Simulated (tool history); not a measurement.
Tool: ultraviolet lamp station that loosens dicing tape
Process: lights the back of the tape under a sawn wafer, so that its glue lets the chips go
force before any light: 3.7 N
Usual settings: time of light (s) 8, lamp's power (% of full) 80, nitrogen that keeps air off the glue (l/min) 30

run,hour,time of light (s),lamp's power (% of full),nitrogen that keeps air off the glue (l/min),force that peels the tape off (N),light that reached the tape (J/m2)
1,0,8,80,30,0.627,2300
2,40.6,8,80,30,0.632,2200
3,86.3,8,80,30,0.66,2210
4,128.8,8,80,30,0.677,2140
5,189.3,12,80,30,0.4,3080
6,233.5,5,80,30,1.292,1280
7,280.9,5,80,30,1.302,1220
8,361.8,5,80,30,1.344,1160
9,453.5,5,80,30,1.343,1140
10,525.4,5,80,30,1.457,1090
11,595.4,5,80,30,1.5,1050
# hour 604.1: window cleaned of glue's vapour
12,673.3,8,80,30,0.745,1930
13,753.5,7,64,29,1.179,1320
# hour 827.8: lamp changed
14,846.3,5,88,21,1.032,1830
15,902.6,5,60,21,1.49,1230
16,978.2,5,74,15,1.495,1450
17,1069,5,64,11,1.872,1190
18,1117.1,6,74,15,1.316,1600
19,1205.1,15,67,27,0.368,3540
# hour 1269.8: window cleaned of glue's vapour
20,1297,10,68,16,0.663,2740
21,1361.2,8,69,42,0.551,2160
22,1428.5,8,69,42,0.591,2110
23,1479.1,8,79,26,0.607,2360
24,1523.7,8,79,25,0.656,2370

Forecast each of these 5 alternatives for the next run:
A,1590.3,8,79,14,?,?
B,1590.3,8,66,55,?,?
C,1590.3,8,73,52,?,?
D,1590.3,5,78,13,?,?
E,1590.3,8,92,31,?,?

run,force that peels the tape off (N),light that reached the tape (J/m2)
A,0.963,2260
B,0.587,1890
C,0.522,2110
D,1.58,1360
E,0.504,2660
Without the tool's hidden state the same runs would have given:
run,force that peels the tape off (N),light that reached the tape (J/m2)
A,0.732,2800
B,0.436,2340
C,0.389,2610
D,1.305,1690
E,0.38,3280
